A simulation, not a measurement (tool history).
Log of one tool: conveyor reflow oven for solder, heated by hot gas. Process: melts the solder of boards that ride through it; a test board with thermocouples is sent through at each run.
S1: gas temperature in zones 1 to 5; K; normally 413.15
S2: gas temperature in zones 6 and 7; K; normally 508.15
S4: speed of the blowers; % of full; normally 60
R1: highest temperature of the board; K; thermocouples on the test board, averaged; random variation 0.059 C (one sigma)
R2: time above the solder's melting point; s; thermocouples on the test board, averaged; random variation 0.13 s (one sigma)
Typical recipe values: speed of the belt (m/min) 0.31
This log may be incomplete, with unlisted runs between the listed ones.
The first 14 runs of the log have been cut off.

run 15 hour=496.4 | S1=413.15 S2=517.15 speed_of_the_belt_(m/min)=0.31 S4=60 | R1=499.91 R2=98.3
run 16 hour=521.9 | S1=413.15 S2=517.15 speed_of_the_belt_(m/min)=0.31 S4=60 | R1=499.99 R2=98.3
run 17 hour=567.3 | S1=413.15 S2=508.15 speed_of_the_belt_(m/min)=0.297 S4=60 | R1=493.25 R2=95.9
run 18 hour=589.1 | S1=427.15 S2=505.15 speed_of_the_belt_(m/min)=0.31 S4=60 | R1=491.84 R2=99.1
run 19 hour=611.9 | S1=427.15 S2=518.15 speed_of_the_belt_(m/min)=0.279 S4=87 | R1=510.7 R2=126.3
run 20 hour=646.6 | S1=424.15 S2=508.15 speed_of_the_belt_(m/min)=0.273 S4=60 | R1=497.18 R2=116.8
run 21 hour=672.8 | S1=408.15 S2=515.15 speed_of_the_belt_(m/min)=0.342 S4=57 | R1=492.72 R2=78.9
-- hour=688 flux residue cleaned out of gas plates and filters
run 22 hour=721.5 | S1=399.15 S2=504.15 speed_of_the_belt_(m/min)=0.26 S4=60 | R1=491.42 R2=100.9
run 23 hour=753.3 | S1=399.15 S2=504.15 speed_of_the_belt_(m/min)=0.263 S4=62 | R1=491.8 R2=100.2
run 24 hour=801.3 | S1=413.15 S2=499.15 speed_of_the_belt_(m/min)=0.31 S4=53 | R1=482.07 R2=76.5
run 25 hour=840.2 | S1=405.15 S2=513.15 speed_of_the_belt_(m/min)=0.304 S4=78 | R1=500.27 R2=97.1
run 26 hour=863.1 | S1=405.15 S2=513.15 speed_of_the_belt_(m/min)=0.304 S4=78 | R1=500.38 R2=97.4
run 27 hour=891.7 | S1=405.15 S2=513.15 speed_of_the_belt_(m/min)=0.304 S4=78 | R1=500.32 R2=97.4
run 28 hour=916.2 | S1=401.15 S2=503.15 speed_of_the_belt_(m/min)=0.37 S4=83 | R1=485.73 R2=63.8
run 29 hour=945.5 | S1=413.15 S2=522.15 speed_of_the_belt_(m/min)=0.365 S4=60 | R1=498.15 R2=81
run 30 hour=985.6 | S1=420.15 S2=508.15 speed_of_the_belt_(m/min)=0.31 S4=59 | R1=493.06 R2=95.3
run 31 hour=1026.9 | S1=420.15 S2=508.15 speed_of_the_belt_(m/min)=0.31 S4=59 | R1=492.95 R2=95.2

Each row is a separate what-if for the run after 31, all from the same tool condition, not one after another. Results?
run A hour=1057.6 | S1=413.15 S2=518.15 speed_of_the_belt_(m/min)=0.31 S4=60 | R1=? R2=?
run B hour=1057.6 | S1=407.15 S2=508.15 speed_of_the_belt_(m/min)=0.331 S4=57 | R1=? R2=?
run C hour=1057.6 | S1=407.15 S2=508.15 speed_of_the_belt_(m/min)=0.31 S4=74 | R1=? R2=?

run=A R1=501 R2=98.9
run=B R1=487.68 R2=75.6
run=C R1=494.54 R2=90.7
Without the tool's unlogged condition, the same runs would have read:
run=A R1=501.01 R2=98.8
run=B R1=487.7 R2=75.6
run=C R1=494.56 R2=90.6
